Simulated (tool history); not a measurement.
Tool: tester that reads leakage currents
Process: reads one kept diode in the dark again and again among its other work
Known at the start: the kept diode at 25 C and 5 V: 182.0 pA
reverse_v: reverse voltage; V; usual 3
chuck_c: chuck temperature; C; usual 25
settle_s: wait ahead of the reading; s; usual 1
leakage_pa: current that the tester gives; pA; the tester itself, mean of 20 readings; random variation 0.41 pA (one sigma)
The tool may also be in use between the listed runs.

run    hour  reverse_v  chuck_c  settle_s  leakage_pa
  1       0          3       25         1      139.63
  2    37.2          3       25         1      139.41
  3      75          3       25      3.02      138.58
  4   109.9          3       21         1        96.2
  5   167.4          3       21         1       95.67
  6   225.5          3       21      0.58       96.08
  7   303.7          3       21      0.58       96.49
  8   358.8          3       25      0.52      140.28
  9   410.9          3       25      0.52      140.54
 10   470.9          3       25      0.52      140.86
 11   523.1          3       25      0.52      140.54
 12   586.3          3       25      0.52      141.22
 13   622.2          3       25      0.52       141.4
 14   688.9          3       25         1      140.68
 15   730.3       7.48       25         1       241.7
 16   793.9       7.48       25         1       241.2
 17   829.9       7.48       25         1      241.15
 18     895          3       25         1      141.79
 19   956.8          3       25         1      141.17
 20   995.4          3       25         1      141.63
 21  1036.9          3       25         1      141.17
 22  1101.8          3       40      0.35      533.71
 23  1136.7      19.44       28       0.5      561.45
 24  1189.2        8.9       25      4.41      268.23
 25  1243.9        8.9       25      4.41       268.7
 26  1312.3        8.9       25      4.41      268.83
 27  1361.5       6.64       57      3.14     3331.73
 28  1420.3      10.33       36         1      780.61
 29  1484.4      10.33       36         1      779.66
 30  1523.6          3       35         1      348.52
 31  1566.8       2.06       35      4.42      280.36
     1601.7  -- probe card cleaned and baked
 32    1614       1.37       32      4.42      167.66
 33  1665.8       2.93       29      1.78      199.85
 34  1719.4      15.43       52       0.3     3651.09
 35  1775.5       1.14       25      3.98        80.2
 36  1845.8       2.82       25         1      135.79

Forecast run 37:
 37  1907       2.82       43         1           ?

Run 37 gave leakage_pa 659.65 pA.
Without the tool's hidden state the same run would have given leakage_pa 642.86 pA.
